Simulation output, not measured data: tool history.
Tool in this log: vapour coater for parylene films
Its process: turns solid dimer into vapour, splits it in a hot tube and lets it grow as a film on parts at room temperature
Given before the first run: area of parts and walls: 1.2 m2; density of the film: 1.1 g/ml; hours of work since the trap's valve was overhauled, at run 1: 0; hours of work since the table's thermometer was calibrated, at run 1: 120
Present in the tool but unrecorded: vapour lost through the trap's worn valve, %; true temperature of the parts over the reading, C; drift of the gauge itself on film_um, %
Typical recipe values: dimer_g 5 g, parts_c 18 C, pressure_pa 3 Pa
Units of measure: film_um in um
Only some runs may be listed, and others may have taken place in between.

run,hour,dimer_g,parts_c,pressure_pa,hours of work since the trap's valve was overhauled,hours of work since the table's thermometer was calibrated,film_um
1,0,5,18,3,0,120,2.23
2,11.3,5,18,3,5,125,2.19
3,33.9,5,18,3,14,134,2.19
4,61.1,5,27,3,26,146,1.51
5,82.6,5,27,3,35,155,1.5
6,99.5,5,27,3,42,162,1.51
7,125.4,5,27,3,53,173,1.5
8,147,5,27,3,62,182,1.48
# hour 152.5: trap's valve overhauled
9,169.8,5,28,3,7,190,1.41
10,192.1,5,28,3,17,199,1.43
11,218,5,22,3,28,210,1.81
12,232.1,5,25,3.36,33,216,1.57
13,245,5,25,3.36,39,221,1.57
14,263.5,2,12,4.92,47,229,1.01
15,282.9,3,12,5.36,55,237,1.52
# hour 302.7: trap's valve overhauled, once more
16,307,9,13,5.43,2,246,4.44
17,322.5,4,13,7.35,8,252,1.87
18,346.4,3,25,2.42,18,262,1.01
19,371.9,3,25,2.42,29,273,1.01

What does the tool deliver on the next run?
20,391.6,3,20,2.42,37,281,?

{"run 20": {"film_um": 1.24}}
On a tool with no hidden condition, and with the same random variation, this run would have come out at film_um 1.26 um.
